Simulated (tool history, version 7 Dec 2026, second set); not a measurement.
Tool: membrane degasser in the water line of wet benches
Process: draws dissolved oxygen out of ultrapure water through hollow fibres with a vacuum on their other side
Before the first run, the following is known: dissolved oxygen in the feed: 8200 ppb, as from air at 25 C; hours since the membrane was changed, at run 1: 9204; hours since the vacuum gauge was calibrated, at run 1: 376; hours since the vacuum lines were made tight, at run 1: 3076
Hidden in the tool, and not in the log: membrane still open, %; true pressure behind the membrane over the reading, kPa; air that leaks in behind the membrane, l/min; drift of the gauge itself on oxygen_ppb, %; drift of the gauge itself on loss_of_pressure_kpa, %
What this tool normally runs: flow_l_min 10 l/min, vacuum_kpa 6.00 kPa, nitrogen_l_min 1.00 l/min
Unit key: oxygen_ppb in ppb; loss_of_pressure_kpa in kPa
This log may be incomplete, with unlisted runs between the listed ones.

run	hour	flow_l_min	vacuum_kpa	nitrogen_l_min	hours since the membrane was changed	hours since the vacuum gauge was calibrated	hours since the vacuum lines were made tight	oxygen_ppb	loss_of_pressure_kpa
1	0.0	10	6.00	1.00	9204	376	3076	88.9	57.12
2	238.8	10	8.96	1.00	9443	615	3315	160.9	56.69
3	571.5	10	8.96	1.00	9776	948	3647	155.9	56.42
4	741.3	10	6.00	1.00	9945	1118	3817	91.8	57.05
5	1042.9	10	6.00	1.00	10247	1419	4119	91.8	56.60
6	1336.6	10	6.00	1.00	10541	1713	4412	90.1	56.65
7	1661.6	10	6.00	2.81	10866	2038	4737	48.4	56.88
8	1818.4	10	9.40	2.81	11022	2195	4894	77.1	56.52
9	2110.1	10	9.40	2.81	11314	2486	5186	78.8	56.55
10	2363.9	10	9.40	2.81	11568	2740	5440	79.3	56.08
11	2703.2	10	9.40	2.81	11907	3080	5779	78.9	56.10
12	3021.7	10	6.00	1.00	12226	3398	6097	91.4	56.42
13	3229.3	10	6.00	1.00	12433	3606	6305	88.5	56.38
14	3509.1	10	6.00	1.00	12713	3885	6585	89.8	56.50
15	3780.1	10	6.00	1.00	12984	4156	6856	91.3	56.43
16	4030.9	10	6.00	1.00	13235	4407	7107	92.0	55.92
17	4368.6	10	6.00	1.00	13573	4745	7444	90.0	55.85
18	4521.3	12	8.28	0.81	13725	4898	7597	209.1	67.15
19	4887.6	12	8.28	0.81	14092	5264	7963	209.5	66.75
20	5111.8	6	4.37	2.89	14316	5488	8187	11.7	33.38
21	5384.5	6	4.37	2.89	14588	5761	8460	11.8	33.57
22	5642.4	10	6.00	0.59	14846	6019	8718	131.5	55.92
23	5884.0	10	6.00	0.59	15088	6260	8960	132.9	55.76
# hour 6118.7: vacuum gauge calibrated
24	6227.1	13	3.73	1.05	15431	108	9302	61.6	72.53
25	6384.3	14	3.73	1.05	15588	266	9460	72.8	78.33
26	6701.4	10	5.10	1.67	15905	583	9777	51.4	55.81
27	6922.0	12	6.00	1.00	16126	803	9997	118.6	67.01
28	7203.5	10	4.55	0.49	16407	1085	10279	86.3	55.29

Estimate the outcome of run 29 from the log above:
29	7575.5	9	6.00	1.00	16779	1457	10651	?	?

For run 29 the tool returned oxygen_ppb 78.4 ppb, loss_of_pressure_kpa 50.13 kPa.
On a tool with no hidden condition, and with the same random variation, this run would have come out at oxygen_ppb 78.2 ppb, loss_of_pressure_kpa 50.92 kPa.
